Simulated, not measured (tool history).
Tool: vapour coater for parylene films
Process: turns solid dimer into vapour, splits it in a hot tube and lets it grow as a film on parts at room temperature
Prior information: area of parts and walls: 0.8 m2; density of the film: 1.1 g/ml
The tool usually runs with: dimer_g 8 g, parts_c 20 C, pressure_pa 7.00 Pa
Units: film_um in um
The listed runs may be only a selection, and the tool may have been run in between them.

run     day  dimer_g  parts_c  pressure_pa  film_um
  1   0.000        8       20         7.00     3.94
  2   3.258        8       20         7.00     3.89
  3   5.233        5       20         7.00     2.38
  4   8.775        5       20         7.00     2.32
  5  10.312        5       20         3.71     2.60
  6  12.862        5       20         3.71     2.60
  7  14.442        8       25         7.00     3.14
     16.988  -- trap's valve overhauled
  8  17.133        5       20         7.00     2.53
  9  19.929       11       16         9.62     5.73
 10  21.529       11       16         9.62     5.86
 11  25.104       11       16         9.62     5.67
 12  27.450       11       28         7.00     4.36
 13  31.067        4       15         7.71     2.11
 14  33.079       10       29         7.71     3.63

What does the tool deliver on the next run?
 15  35.850        4       14         9.79        ?

Run 15 yielded film_um 2.02 um.
With no hidden state in the tool, this same run would have given film_um 2.33 um.

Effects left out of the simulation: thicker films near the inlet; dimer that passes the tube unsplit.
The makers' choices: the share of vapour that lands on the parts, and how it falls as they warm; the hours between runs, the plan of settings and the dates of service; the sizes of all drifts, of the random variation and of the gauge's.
